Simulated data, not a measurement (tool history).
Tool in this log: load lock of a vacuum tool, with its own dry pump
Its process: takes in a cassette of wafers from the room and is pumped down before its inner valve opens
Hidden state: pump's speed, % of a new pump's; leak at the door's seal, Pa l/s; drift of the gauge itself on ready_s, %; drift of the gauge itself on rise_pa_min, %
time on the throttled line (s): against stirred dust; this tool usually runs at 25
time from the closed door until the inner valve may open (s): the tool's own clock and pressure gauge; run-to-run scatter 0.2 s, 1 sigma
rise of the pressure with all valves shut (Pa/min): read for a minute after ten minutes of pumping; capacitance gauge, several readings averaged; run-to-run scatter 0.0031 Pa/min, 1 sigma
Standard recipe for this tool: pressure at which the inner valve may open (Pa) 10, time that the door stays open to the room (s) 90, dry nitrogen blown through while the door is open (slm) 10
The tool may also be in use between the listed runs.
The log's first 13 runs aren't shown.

run      day  time on the throttled line (s)  pressure at which the inner valve may open (Pa)  time that the door stays open to the room (s)  dry nitrogen blown through while the door is open (slm)  hours that the pump has run since its overhaul  times that the door has closed on its seal  incoming humidity of the room's air, %  time from the closed door until the inner valve may open (s)  rise of the pressure with all valves shut (Pa/min)
 14  243.500                              25                                               10                                             90                                                       10                                            4049                                       55076                                    44.9                                                          49.4                                               0.054
 15  259.971                              25                                               10                                             90                                                       10                                            4444                                       56613                                    47.5                                                          49.9                                               0.050
 16  284.796                              44                                               10                                             90                                                       10                                            5040                                       58929                                    43.9                                                          62.9                                               0.052
 17  309.588                              44                                               10                                             90                                                       10                                            5635                                       61242                                    46.5                                                          62.6                                               0.052
 18  324.112                              25                                               10                                             90                                                       12                                            5984                                       62597                                    48.4                                                          50.0                                               0.058
 19  347.529                              25                                               10                                             90                                                       12                                            6546                                       64782                                    45.4                                                          49.6                                               0.048
 20  358.088                              33                                               10                                             90                                                       10                                            6799                                       65767                                    44.0                                                          54.9                                               0.051
 21  372.983                              38                                               10                                            177                                                       10                                            7157                                       67157                                    44.7                                                          58.4                                               0.071
 22  392.042                              38                                                7                                            136                                                        8                                            7614                                       68935                                    42.6                                                          59.9                                               0.063
 23  416.633                              38                                                7                                            136                                                        8                                            8204                                       71229                                    44.2                                                          59.9                                               0.069
 24  433.538                              38                                                7                                            136                                                        8                                            8610                                       72806                                    47.4                                                          60.3                                               0.073
     438.688  -- door's seal changed, seat wiped
 25  456.354                              38                                                7                                            136                                                        8                                            9156                                        1648                                    43.3                                                          59.9                                               0.064
 26  469.046                              19                                                7                                            138                                                        8                                            9461                                        2832                                    46.4                                                          46.5                                               0.069
 27  479.350                              25                                                9                                             90                                                        5                                            9708                                        3794                                    45.0                                                          49.8                                               0.059
 28  500.354                              49                                               18                                             90                                                       10                                           10212                                        5753                                    45.1                                                          64.0                                               0.048
 29  514.454                              25                                               10                                             38                                                        7                                           10551                                        7069                                    42.8                                                          49.7                                               0.028
 30  530.617                              25                                               10                                             38                                                        7                                           10939                                        8577                                    43.2                                                          49.5                                               0.031
 31  545.229                              17                                                7                                            158                                                        6                                           11289                                        9940                                    46.6                                                          45.2                                               0.077
 32  558.196                              13                                               10                                             90                                                       11                                           11600                                       11150                                    45.3                                                          41.3                                               0.049
 33  569.362                              45                                               10                                             77                                                        7                                           11868                                       12191                                    49.7                                                          63.3                                               0.056
 34  585.504                              18                                               20                                             77                                                        7                                           12256                                       13698                                    45.2                                                          42.0                                               0.048
 35  597.154                              26                                               11                                             29                                                       14                                           12535                                       14784                                    46.4                                                          49.8                                               0.033
 36  616.196                              26                                               11                                             29                                                        7                                           12992                                       16561                                    47.4                                                          50.1                                               0.033
 37  634.088                              22                                               11                                             29                                                        7                                           13422                                       18230                                    46.4                                                          46.7                                               0.026

What if the next run were any one of these 3? Each begins from the tool's condition after run 37:
  A  651.804                              20                                               16                                             29                                                       21                                           13847                                       19883                                    45.3                                                             ?                                                   ?
  B  651.804                              22                                               11                                             29                                                       22                                           13847                                       19883                                    47.4                                                             ?                                                   ?
  C  651.804                              16                                               10                                            238                                                        7                                           13847                                       19883                                    45.4                                                             ?                                                   ?

run  time from the closed door until the inner valve may open (s)  rise of the pressure with all valves shut (Pa/min)
  A                                                          44.4                                               0.024
  B                                                          47.2                                               0.023
  C                                                          43.5                                               0.095
With the hidden condition removed and each run's random variation left untouched, the same runs would have given:
run  time from the closed door until the inner valve may open (s)  rise of the pressure with all valves shut (Pa/min)
  A                                                          44.4                                               0.024
  B                                                          47.2                                               0.023
  C                                                          43.5                                               0.095

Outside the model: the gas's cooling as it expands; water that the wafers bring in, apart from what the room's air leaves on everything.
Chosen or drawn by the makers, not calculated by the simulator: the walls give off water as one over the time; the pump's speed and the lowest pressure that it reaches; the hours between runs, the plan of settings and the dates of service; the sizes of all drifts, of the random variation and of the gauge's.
